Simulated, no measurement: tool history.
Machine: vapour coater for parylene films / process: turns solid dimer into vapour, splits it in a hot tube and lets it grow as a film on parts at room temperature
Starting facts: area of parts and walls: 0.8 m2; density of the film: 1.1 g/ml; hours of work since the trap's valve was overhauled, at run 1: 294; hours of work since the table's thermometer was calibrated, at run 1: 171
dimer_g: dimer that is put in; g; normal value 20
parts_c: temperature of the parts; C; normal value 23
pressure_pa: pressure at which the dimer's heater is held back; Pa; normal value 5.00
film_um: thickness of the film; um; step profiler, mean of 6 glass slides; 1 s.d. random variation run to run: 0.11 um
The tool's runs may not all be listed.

run    hour  dimer_g  parts_c  pressure_pa  hours of work since the trap's valve was overhauled  hours of work since the table's thermometer was calibrated  film_um
  1     0.0       20       23         5.00                                                  294                                                         171    16.22
  2    19.0       20       23         5.00                                                  301                                                         179    16.31
  3    37.9       20       23         5.00                                                  309                                                         186    16.21
  4    65.9       20       23         5.00                                                  321                                                         198    16.38
  5    81.8       20       23         5.00                                                  327                                                         204    16.32
  6   110.7       20       23         5.00                                                  339                                                         216    16.36
      126.2  -- trap's valve overhauled
  7   128.3       20       23         5.00                                                    1                                                         222    16.44
  8   158.9       20       23         5.00                                                   13                                                         235    16.47
  9   184.9       20       23         5.00                                                   24                                                         245    16.22
 10   209.1       20       19         5.00                                                   34                                                         255    17.65
 11   228.5       20       19         5.00                                                   42                                                         263    17.54
 12   255.7       20       19         5.00                                                   53                                                         275    17.46
 13   280.4       20       19         5.00                                                   64                                                         285    17.30
 14   303.3       20       19         5.00                                                   73                                                         294    17.59
 15   318.8       20       23         5.00                                                   79                                                         301    16.43
 16   348.9       20       23         5.00                                                   92                                                         313    16.34
 17   364.2       20       23         5.00                                                   98                                                         319    16.24
 18   394.7       20       23         5.00                                                  111                                                         332    16.35
 19   411.2       20       26         5.00                                                  118                                                         339    15.47
 20   439.9       20       26         5.00                                                  129                                                         351    15.63
 21   458.4       20       23         5.00                                                  137                                                         358    16.32
 22   487.6       20       23         2.36                                                  149                                                         370    18.57
 23   501.4       20       23         2.36                                                  155                                                         376    18.59
 24   520.6       20       23         5.00                                                  163                                                         384    16.09
 25   539.9       20       22         8.26                                                  171                                                         392    15.15
 26   569.3       20       31         8.36                                                  183                                                         404    12.92
 27   590.9       35       25         3.62                                                  192                                                         413    29.34
 28   618.6       35       25         3.62                                                  203                                                         424    29.21
 29   633.3       17       34         5.00                                                  209                                                         430    11.53
 30   648.1       17       34         5.00                                                  215                                                         436    11.54
 31   678.2       24       30         4.60                                                  228                                                         449    17.75
 32   701.4       20       23         8.46                                                  237                                                         458    14.80
 33   719.0       20       31         8.46                                                  245                                                         466    12.87
 34   735.1       20       31         8.46                                                  251                                                         472    12.75
 35   765.9       20       31         8.46                                                  264                                                         485    12.77
 36   779.4       20       23         5.00                                                  269                                                         491    16.07
 37   804.8       20       23         5.00                                                  280                                                         501    16.27
 38   834.8       20       23         5.00                                                  292                                                         513    16.53
 39   847.8       10       23         6.80                                                  298                                                         519     7.63
 40   869.3       15       25         5.44                                                  306                                                         528    11.61
 41   894.4       15       25         5.44                                                  317                                                         538    11.62
 42   920.5       15       16         7.11                                                  328                                                         549    12.95
 43   948.4       29       23         8.63                                                  339                                                         560    21.21
      964.4  -- trap's valve overhauled
 44   983.4       20       30         5.00                                                    8                                                         573    14.45
 45  1003.9       20       17         5.00                                                   16                                                         581    18.08
 46  1026.7       17       17         2.57                                                   26                                                         591    17.50
 47  1054.9       17       17         2.57                                                   37                                                         603    17.32

Branching from run 47: 3 alternative next runs. What would each branch give?
  A  1071.1       20       23         3.44                                                   44                                                         609        ?
  B  1071.1       17       32         2.57                                                   44                                                         609        ?
  C  1071.1       17       16         2.57                                                   44                                                         609        ?

run  film_um
  A    17.50
  B    13.36
  C    17.55
Without the tool's hidden state the same runs would have given:
run  film_um
  A    17.50
  B    13.37
  C    17.55
